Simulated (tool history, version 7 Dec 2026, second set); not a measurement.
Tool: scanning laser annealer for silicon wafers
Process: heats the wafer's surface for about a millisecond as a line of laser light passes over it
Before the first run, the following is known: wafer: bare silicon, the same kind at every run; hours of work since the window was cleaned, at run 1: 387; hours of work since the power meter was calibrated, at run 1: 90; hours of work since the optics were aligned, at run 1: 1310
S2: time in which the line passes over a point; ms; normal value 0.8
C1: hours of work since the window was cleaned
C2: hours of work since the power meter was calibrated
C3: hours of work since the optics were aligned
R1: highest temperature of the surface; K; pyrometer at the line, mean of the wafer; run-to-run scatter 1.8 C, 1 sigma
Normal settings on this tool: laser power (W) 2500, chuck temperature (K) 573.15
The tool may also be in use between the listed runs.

Run 1, hour 0: usual settings; C1 387; C2 90; C3 1310. Result: R1 1236.15 K.
Run 2, hour 22.4: usual settings; C1 399; C2 103; C3 1323. Result: R1 1231.15 K.
Run 3, hour 47: usual settings; C1 413; C2 116; C3 1336. Result: R1 1234.15 K.
Run 4, hour 63.8: usual settings but laser power (W) 2482; C1 422; C2 126; C3 1346. Result: R1 1223.15 K.
Run 5, hour 84.4: usual settings but S2 0.89 ms; C1 433; C2 137; C3 1357. Result: R1 1257.15 K.
Run 6, hour 98.9: usual settings but S2 0.871 ms; C1 441; C2 145; C3 1365. Result: R1 1253.15 K.
At hour 122.3: optics aligned, line set to its width.
Run 7, hour 129.2: usual settings but S2 0.871 ms; C1 455; C2 159; C3 4. Result: R1 1261.15 K.
At hour 144.4: window over the wafer cleaned.
Run 8, hour 150: usual settings but S2 0.871 ms; C1 3; C2 169; C3 14. Result: R1 1305.15 K.
Run 9, hour 171: usual settings but S2 0.871 ms; C1 15; C2 181; C3 26. Result: R1 1303.15 K.
Run 10, hour 190.9: usual settings but laser power (W) 2385; C1 26; C2 192; C3 37. Result: R1 1240.15 K.
Run 11, hour 208.8: usual settings but chuck temperature (K) 585.15; C1 36; C2 202; C3 47. Result: R1 1288.15 K.
Run 12, hour 228.5: usual settings but chuck temperature (K) 585.15; C1 46; C2 213; C3 58. Result: R1 1285.15 K.
Run 13, hour 248.6: usual settings but chuck temperature (K) 585.15; C1 58; C2 224; C3 69. Result: R1 1284.15 K.
Run 14, hour 271.8: usual settings but chuck temperature (K) 585.15; C1 70; C2 237; C3 81. Result: R1 1285.15 K.
Run 15, hour 291.1: usual settings but S2 0.585 ms; C1 81; C2 247; C3 92. Result: R1 1184.15 K.
Run 16, hour 310.5: usual settings but S2 0.585 ms; C1 92; C2 258; C3 103. Result: R1 1183.15 K.
Run 17, hour 324.9: usual settings but S2 0.585 ms; C1 100; C2 266; C3 111. Result: R1 1183.15 K.
Run 18, hour 337: usual settings but S2 0.585 ms; C1 106; C2 273; C3 117. Result: R1 1181.15 K.
Run 19, hour 353.2: usual settings but S2 0.585 ms; C1 115; C2 281; C3 126. Result: R1 1183.15 K.
Run 20, hour 375.5: usual settings but S2 0.585 ms; C1 128; C2 294; C3 139. Result: R1 1180.15 K.
Run 21, hour 400.5: usual settings but S2 0.882 ms; C1 141; C2 308; C3 153. Result: R1 1294.15 K.
Run 22, hour 419.9: usual settings but S2 0.882 ms, chuck temperature (K) 576.15; C1 152; C2 318; C3 163. Result: R1 1296.15 K.
Run 23, hour 440.1: usual settings but laser power (W) 2701, S2 0.723 ms, chuck temperature (K) 544.15; C1 163; C2 329; C3 174. Result: R1 1264.15 K.
Run 24, hour 457: usual settings but S2 0.671 ms; C1 173; C2 339; C3 184. Result: R1 1212.15 K.
Run 25, hour 468.7: usual settings but laser power (W) 2293, S2 0.671 ms, chuck temperature (K) 559.15; C1 179; C2 345; C3 190. Result: R1 1140.15 K.
Run 26, hour 494.1: usual settings but laser power (W) 2293, S2 0.671 ms, chuck temperature (K) 559.15; C1 193; C2 359; C3 204. Result: R1 1136.15 K.
Run 27, hour 507.8: usual settings but laser power (W) 2293, S2 0.589 ms, chuck temperature (K) 559.15; C1 201; C2 367; C3 212. Result: R1 1105.15 K.
Run 28, hour 520.1: usual settings but laser power (W) 2293, S2 0.589 ms, chuck temperature (K) 559.15; C1 207; C2 374; C3 219. Result: R1 1105.15 K.
Run 29, hour 543.2: usual settings but laser power (W) 2524, S2 0.818 ms, chuck temperature (K) 591.15; C1 220; C2 386; C3 231. Result: R1 1289.15 K.
Run 30, hour 563.1: usual settings but laser power (W) 2329, S2 0.643 ms; C1 231; C2 397; C3 242. Result: R1 1148.15 K.
Run 31, hour 585.7: usual settings but laser power (W) 2715, S2 0.733 ms, chuck temperature (K) 534.15; C1 244; C2 410; C3 255. Result: R1 1254.15 K.
Run 32, hour 609.3: usual settings but laser power (W) 2715, S2 0.733 ms, chuck temperature (K) 534.15; C1 257; C2 423; C3 268. Result: R1 1252.15 K.
Run 33, hour 628.1: usual settings but laser power (W) 2142, S2 0.981 ms; C1 267; C2 433; C3 278. Result: R1 1193.15 K.
Run 34, hour 655.2: usual settings but laser power (W) 2477, S2 0.57 ms, chuck temperature (K) 571.15; C1 282; C2 448; C3 293. Result: R1 1150.15 K.
Run 35, hour 673.6: usual settings but laser power (W) 2477, S2 0.57 ms, chuck temperature (K) 571.15; C1 292; C2 458; C3 303. Result: R1 1150.15 K.
Run 36, hour 696.1: usual settings but S2 0.589 ms; C1 305; C2 471; C3 316. Result: R1 1165.15 K.
Run 37, hour 715.5: usual settings but laser power (W) 2637, S2 0.926 ms, chuck temperature (K) 613.15; C1 315; C2 482; C3 327. Result: R1 1374.15 K.
Run 38, hour 726.5: usual settings but laser power (W) 2637, S2 0.926 ms, chuck temperature (K) 613.15; C1 321; C2 488; C3 333. Result: R1 1376.15 K.
Run 39, hour 751: usual settings but laser power (W) 2713, S2 0.73 ms, chuck temperature (K) 559.15; C1 335; C2 501; C3 346. Result: R1 1269.15 K.
Run 40, hour 768.5: usual settings but S2 0.751 ms; C1 345; C2 511; C3 356. Result: R1 1231.15 K.
Run 41, hour 786.1: usual settings but laser power (W) 2614, chuck temperature (K) 535.15; C1 354; C2 521; C3 366. Result: R1 1237.15 K.

3 ways to go on from here, each from the tool as it stands after run 41. What would each give?
Run A, hour 797.4: usual settings but laser power (W) 2350, S2 0.563 ms, chuck temperature (K) 567.15; C1 361; C2 527; C3 372. Result: R1 ?.
Run B, hour 797.4: usual settings but laser power (W) 2629, S2 0.671 ms, chuck temperature (K) 566.15; C1 361; C2 527; C3 372. Result: R1 ?.
Run C, hour 797.4: usual settings but laser power (W) 2257, chuck temperature (K) 595.15; C1 361; C2 527; C3 372. Result: R1 ?.

run       R1
  A  1107.15
  B  1222.15
  C  1193.15
Had the tool no hidden state, the same runs would have come out as:
run       R1
  A  1138.15
  B  1260.15
  C  1227.15
